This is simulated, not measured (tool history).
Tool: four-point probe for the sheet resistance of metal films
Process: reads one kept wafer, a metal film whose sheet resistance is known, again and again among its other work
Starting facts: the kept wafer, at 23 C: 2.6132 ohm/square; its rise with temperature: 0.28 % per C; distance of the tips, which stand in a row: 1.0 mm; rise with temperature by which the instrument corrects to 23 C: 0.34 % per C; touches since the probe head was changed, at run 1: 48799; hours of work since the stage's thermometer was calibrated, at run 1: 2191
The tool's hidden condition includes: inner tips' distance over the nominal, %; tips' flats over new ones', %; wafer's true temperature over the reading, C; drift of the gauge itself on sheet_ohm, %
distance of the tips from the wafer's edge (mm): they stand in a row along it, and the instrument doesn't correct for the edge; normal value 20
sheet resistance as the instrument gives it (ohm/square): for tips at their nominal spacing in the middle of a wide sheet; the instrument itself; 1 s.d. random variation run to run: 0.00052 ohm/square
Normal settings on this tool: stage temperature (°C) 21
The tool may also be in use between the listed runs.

| run | hour | stage temperature (°C) | distance of the tips from the wafer's edge (mm) | touches since the probe head was changed | hours of work since the stage's thermometer was calibrated | sheet resistance as the instrument gives it (ohm/square) |
|---|---|---|---|---|---|---|
| 1 | 0.0 | 21 | 20 | 48799 | 2191 | 2.619322 |
| 2 | 121.2 | 21 | 20 | 52190 | 2254 | 2.620136 |
| 3 | 216.9 | 21 | 20 | 54868 | 2304 | 2.618873 |
| 4 | 273.4 | 21 | 20 | 56450 | 2334 | 2.619758 |
| 5 | 388.2 | 21 | 57 | 59663 | 2394 | 2.616977 |
| 6 | 492.7 | 21 | 57 | 62586 | 2448 | 2.616888 |
| 7 | 585.1 | 21 | 57 | 65171 | 2496 | 2.615864 |
| 8 | 683.5 | 21 | 57 | 67927 | 2548 | 2.616128 |
| 9 | 733.3 | 21 | 57 | 69320 | 2574 | 2.616718 |
| 10 | 808.8 | 29 | 20 | 71432 | 2613 | 2.607267 |
| 11 | 881.1 | 29 | 20 | 73456 | 2651 | 2.608242 |
| 12 | 952.9 | 29 | 20 | 75467 | 2688 | 2.609251 |
| 13 | 1060.2 | 29 | 20 | 78469 | 2744 | 2.608756 |
| 14 | 1171.9 | 21 | 34 | 81595 | 2803 | 2.617231 |
|  | 1188.7 | stage's thermometer calibrated |
| 15 | 1257.5 | 21 | 34 | 83976 | 36 | 2.617223 |
| 16 | 1348.5 | 32 | 20 | 86523 | 83 | 2.604571 |
| 17 | 1446.9 | 32 | 20 | 89277 | 135 | 2.603983 |
| 18 | 1564.3 | 32 | 20 | 92563 | 196 | 2.604109 |
| 19 | 1615.9 | 18 | 3 | 94004 | 223 | 2.767416 |

3 options for the next run, each taken on its own from the tool as it stands now. Forecast them:
| A | 1717.3 | 19 | 10 | 96844 | 276 | ? |
| B | 1717.3 | 18 | 12 | 96844 | 276 | ? |
| C | 1717.3 | 27 | 3 | 96844 | 276 | ? |

| run | sheet resistance as the instrument gives it (ohm/square) |
|---|---|
| A | 2.633408 |
| B | 2.631341 |
| C | 2.754411 |
Without the tool's unlogged condition, the same runs would have read:
| run | sheet resistance as the instrument gives it (ohm/square) |
|---|---|
| A | 2.633521 |
| B | 2.631454 |
| C | 2.754529 |
